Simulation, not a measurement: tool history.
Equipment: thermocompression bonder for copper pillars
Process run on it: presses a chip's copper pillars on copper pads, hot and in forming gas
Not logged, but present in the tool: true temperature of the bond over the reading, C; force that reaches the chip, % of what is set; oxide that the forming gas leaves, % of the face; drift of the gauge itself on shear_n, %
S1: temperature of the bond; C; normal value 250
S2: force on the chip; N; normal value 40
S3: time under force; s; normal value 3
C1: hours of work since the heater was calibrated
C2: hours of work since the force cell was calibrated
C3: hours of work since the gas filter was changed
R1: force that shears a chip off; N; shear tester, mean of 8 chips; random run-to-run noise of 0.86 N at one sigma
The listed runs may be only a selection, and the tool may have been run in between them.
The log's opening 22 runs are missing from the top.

run,hour,S1,S2,S3,C1,C2,C3,R1
23,487.7,250,40,7,165,435,89,89.7
24,510.6,250,40,4,175,445,100,73.6
25,528.8,230,58,3,184,454,108,65.0
26,544.9,230,58,3,192,461,116,66.0
27,558.4,227,24,7,198,468,122,47.4
28,582.3,245,44,7,209,479,133,88.0
29,601.1,253,28,3,218,488,142,54.1
30,623.8,253,28,3,229,498,153,54.3

Run 31 comes next. What will it give?
31,646.4,253,28,3,239,509,163,?

Run 31 yielded R1 53.6 N.
Take away the tool's hidden state, keep the run-to-run variation as it was, and the same run would have given R1 57.5 N.
